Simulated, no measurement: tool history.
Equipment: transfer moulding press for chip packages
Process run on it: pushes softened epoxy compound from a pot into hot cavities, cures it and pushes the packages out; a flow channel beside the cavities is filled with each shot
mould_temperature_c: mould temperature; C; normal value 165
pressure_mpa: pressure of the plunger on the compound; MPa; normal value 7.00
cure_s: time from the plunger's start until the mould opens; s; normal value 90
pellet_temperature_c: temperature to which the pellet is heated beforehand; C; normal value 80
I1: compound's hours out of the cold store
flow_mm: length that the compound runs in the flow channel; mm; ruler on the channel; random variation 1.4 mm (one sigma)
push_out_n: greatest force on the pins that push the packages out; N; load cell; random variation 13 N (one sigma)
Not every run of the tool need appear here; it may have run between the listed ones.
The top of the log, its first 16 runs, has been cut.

{"run": 17, "day": 6.496, "mould_temperature_c": 165, "pressure_mpa": 7.0, "cure_s": 90, "pellet_temperature_c": 84, "I1": 48.0, "flow_mm": 793, "push_out_n": 627}
{"run": 18, "day": 6.946, "mould_temperature_c": 165, "pressure_mpa": 7.0, "cure_s": 90, "pellet_temperature_c": 84, "I1": 46.5, "flow_mm": 795, "push_out_n": 665}
{"run": 19, "day": 7.225, "mould_temperature_c": 159, "pressure_mpa": 6.16, "cure_s": 90, "pellet_temperature_c": 77, "I1": 39.9, "flow_mm": 786, "push_out_n": 1176}
{"run": 20, "day": 7.538, "mould_temperature_c": 167, "pressure_mpa": 6.83, "cure_s": 121, "pellet_temperature_c": 84, "I1": 30.9, "flow_mm": 824, "push_out_n": 498}
{"run": 21, "day": 8.004, "mould_temperature_c": 170, "pressure_mpa": 8.18, "cure_s": 89, "pellet_temperature_c": 88, "I1": 43.3, "flow_mm": 848, "push_out_n": 590}
{"run": 22, "day": 8.35, "mould_temperature_c": 170, "pressure_mpa": 8.18, "cure_s": 89, "pellet_temperature_c": 79, "I1": 23.6, "flow_mm": 912, "push_out_n": 626}
{"day": 8.521, "done": "cavities cleaned with cleaning compound and waxed"}
{"run": 23, "day": 8.867, "mould_temperature_c": 170, "pressure_mpa": 7.33, "cure_s": 89, "pellet_temperature_c": 76, "I1": 36.0, "flow_mm": 825, "push_out_n": 508}
{"run": 24, "day": 9.408, "mould_temperature_c": 166, "pressure_mpa": 7.86, "cure_s": 128, "pellet_temperature_c": 86, "I1": 21.6, "flow_mm": 914, "push_out_n": 468}
{"run": 25, "day": 9.746, "mould_temperature_c": 166, "pressure_mpa": 7.86, "cure_s": 128, "pellet_temperature_c": 86, "I1": 26.5, "flow_mm": 896, "push_out_n": 484}
{"run": 26, "day": 10.158, "mould_temperature_c": 166, "pressure_mpa": 5.69, "cure_s": 128, "pellet_temperature_c": 73, "I1": 14.9, "flow_mm": 795, "push_out_n": 502}
{"run": 27, "day": 10.7, "mould_temperature_c": 166, "pressure_mpa": 5.69, "cure_s": 128, "pellet_temperature_c": 73, "I1": 8.0, "flow_mm": 814, "push_out_n": 535}
{"day": 10.85, "done": "cavities cleaned with cleaning compound and waxed"}
{"run": 28, "day": 11.079, "mould_temperature_c": 166, "pressure_mpa": 5.69, "cure_s": 106, "pellet_temperature_c": 73, "I1": 18.0, "flow_mm": 784, "push_out_n": 456}
{"run": 29, "day": 11.521, "mould_temperature_c": 165, "pressure_mpa": 6.26, "cure_s": 90, "pellet_temperature_c": 75, "I1": 42.7, "flow_mm": 751, "push_out_n": 674}
{"run": 30, "day": 11.888, "mould_temperature_c": 165, "pressure_mpa": 6.26, "cure_s": 90, "pellet_temperature_c": 75, "I1": 39.0, "flow_mm": 761, "push_out_n": 764}

Here are 3 independent what-if runs from the current tool condition. What would each one return?
{"run": "A", "day": 12.238, "mould_temperature_c": 172, "pressure_mpa": 7.96, "cure_s": 94, "pellet_temperature_c": 75, "I1": 32.0, "flow_mm": "?", "push_out_n": "?"}
{"run": "B", "day": 12.238, "mould_temperature_c": 167, "pressure_mpa": 7.0, "cure_s": 90, "pellet_temperature_c": 80, "I1": 36.5, "flow_mm": "?", "push_out_n": "?"}
{"run": "C", "day": 12.238, "mould_temperature_c": 162, "pressure_mpa": 6.17, "cure_s": 83, "pellet_temperature_c": 80, "I1": 16.4, "flow_mm": "?", "push_out_n": "?"}

run=A flow_mm=852 push_out_n=516
run=B flow_mm=804 push_out_n=673
run=C flow_mm=828 push_out_n=1301
Stripped of hidden state, with their random variation kept, the same runs would have yielded:
run=A flow_mm=876 push_out_n=384
run=B flow_mm=826 push_out_n=503
run=C flow_mm=852 push_out_n=976
